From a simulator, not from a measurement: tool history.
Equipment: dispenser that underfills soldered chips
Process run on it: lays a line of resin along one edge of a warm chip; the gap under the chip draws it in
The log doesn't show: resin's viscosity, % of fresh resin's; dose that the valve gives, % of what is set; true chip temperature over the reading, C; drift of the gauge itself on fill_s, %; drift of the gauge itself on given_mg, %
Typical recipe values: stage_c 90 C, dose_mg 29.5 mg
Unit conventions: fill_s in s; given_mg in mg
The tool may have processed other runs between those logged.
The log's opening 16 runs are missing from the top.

| run | hour | stage_c | dose_mg | hours of work since the syringe was changed | hours of work since the valve was cleaned | hours of work since the stage was calibrated | fill_s | given_mg |
|---|---|---|---|---|---|---|---|---|
| 17 | 125.2 | 77 | 29.5 | 9 | 65 | 96 | 420.4 | 28.68 |
|  | 128.3 | new syringe of resin |
| 18 | 134.5 | 77 | 29.5 | 4 | 71 | 102 | 273.9 | 28.47 |
| 19 | 143.6 | 84 | 27.2 | 9 | 76 | 107 | 335.4 | 26.04 |
|  | 147.3 | new syringe of resin |
| 20 | 150.3 | 84 | 27.2 | 2 | 80 | 111 | 189.0 | 26.02 |
| 21 | 155.8 | 77 | 30.9 | 5 | 84 | 114 | 303.0 | 29.43 |
| 22 | 161.4 | 104 | 29.9 | 9 | 87 | 118 | 165.8 | 28.43 |
|  | 165.3 | dispensing valve cleaned and set on the balance |
|  | 167.2 | new syringe of resin |
| 23 | 170.1 | 104 | 29.9 | 2 | 3 | 122 | 98.5 | 29.81 |
| 24 | 180.6 | 104 | 29.9 | 8 | 9 | 129 | 159.5 | 29.66 |
|  | 185.7 | new syringe of resin |
| 25 | 191.3 | 90 | 36.7 | 3 | 15 | 135 | 170.0 | 36.44 |
| 26 | 201.7 | 90 | 36.7 | 10 | 22 | 141 | 274.8 | 36.38 |
|  | 204.2 | new syringe of resin |
| 27 | 207.5 | 97 | 32.7 | 2 | 25 | 145 | 124.1 | 32.26 |
| 28 | 218.0 | 97 | 32.7 | 8 | 31 | 151 | 206.2 | 32.33 |
|  | 222.7 | new syringe of resin |
| 29 | 224.5 | 77 | 28.8 | 1 | 35 | 155 | 225.6 | 28.19 |
| 30 | 230.4 | 94 | 30.2 | 5 | 39 | 158 | 169.5 | 29.61 |
| 31 | 238.7 | 94 | 30.2 | 10 | 44 | 163 | 251.4 | 29.40 |
|  | 241.6 | new syringe of resin |
| 32 | 248.0 | 85 | 30.0 | 4 | 49 | 169 | 210.2 | 29.19 |
| 33 | 256.9 | 90 | 33.4 | 9 | 55 | 174 | 263.8 | 32.40 |

The next listed run, before its measurement:
|  | 260.8 | new syringe of resin |
| 34 | 262.5 | 90 | 33.4 | 1 | 58 | 177 | ? | ? |

{"run 34": {"fill_s": 144.7, "given_mg": 32.44}}
With no hidden state in the tool, this same run would have given fill_s 133.3 s, given_mg 33.43 mg.
